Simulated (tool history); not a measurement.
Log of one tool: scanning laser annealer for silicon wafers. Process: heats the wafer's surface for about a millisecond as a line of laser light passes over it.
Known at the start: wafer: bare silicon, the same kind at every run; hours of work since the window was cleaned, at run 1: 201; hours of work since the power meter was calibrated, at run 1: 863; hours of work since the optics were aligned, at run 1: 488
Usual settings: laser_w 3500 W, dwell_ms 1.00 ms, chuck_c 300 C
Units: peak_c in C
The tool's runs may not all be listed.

run   hour  laser_w  dwell_ms  chuck_c  hours of work since the window was cleaned  hours of work since the power meter was calibrated  hours of work since the optics were aligned  peak_c
  1    0.0     3500      1.00      300                                         201                                                 863                                          488    1069
  2   54.3     3500      1.00      300                                         225                                                 886                                          512    1066
  3  109.5     3500      1.05      300                                         249                                                 910                                          536    1092
  4  166.9     3500      1.05      300                                         274                                                 935                                          561    1089
  5  208.2     3500      1.00      291                                         292                                                 953                                          579    1059
  6  238.7     3500      1.00      291                                         305                                                 966                                          592    1058
  7  274.3     3044      1.00      291                                         320                                                 982                                          607     951
  8  309.6     3044      0.74      336                                         336                                                 997                                          623     890
  9  339.8     3044      0.74      336                                         349                                                1010                                          636     894
 10  378.8     3044      0.74      336                                         366                                                1027                                          653     891

Forecast each of these 3 alternatives for the next run:
  A  431.3     3500      1.00      282                                         389                                                1050                                          676       ?
  B  431.3     3442      0.76      300                                         389                                                1050                                          676       ?
  C  431.3     3461      0.76      300                                         389                                                1050                                          676       ?

run  peak_c
  A    1050
  B     948
  C     949
Without the tool's hidden state the same runs would have given:
run  peak_c
  A    1050
  B     949
  C     949

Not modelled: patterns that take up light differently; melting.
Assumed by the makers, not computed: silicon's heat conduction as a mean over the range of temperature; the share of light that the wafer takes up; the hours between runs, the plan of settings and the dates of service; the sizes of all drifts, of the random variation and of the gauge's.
